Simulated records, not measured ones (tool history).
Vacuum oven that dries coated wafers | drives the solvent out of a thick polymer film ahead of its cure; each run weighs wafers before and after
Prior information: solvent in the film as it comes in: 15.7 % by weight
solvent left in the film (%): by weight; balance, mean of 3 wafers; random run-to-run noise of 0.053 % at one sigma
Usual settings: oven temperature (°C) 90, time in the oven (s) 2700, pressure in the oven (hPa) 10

run   hour  oven temperature (°C)  time in the oven (s)  pressure in the oven (hPa)  solvent left in the film (%)
  1      0                     90                  2700                          10                          1.79
  2   16.2                     90                  2700                          10                          1.81
  3   36.2                     90                  2700                          10                          1.89
  4   67.5                     90                  2700                          10                          1.93
  5   98.7                     90                  2700                          10                          1.88
  6    116                     90                  2700                          10                          1.85
  7  131.3                     90                  2700                         8.4                          1.65
  8  147.6                     90                  2700                         8.4                          1.68
  9  177.3                     90                  2700                         8.4                          1.64
 10  200.5                     90                  2700                         8.4                          1.58
 11  226.4                     90                  2700                         8.4                          1.63
 12  245.8                     90                  2700                         8.4                          1.67

What will run 13 give?
 13  261.3                     77                  4140                          10                             ?

Run 13 measured solvent left in the film (%) 2.9.
Take away the tool's hidden state, keep the run-to-run variation as it was, and the same run would have given solvent left in the film (%) 2.9.
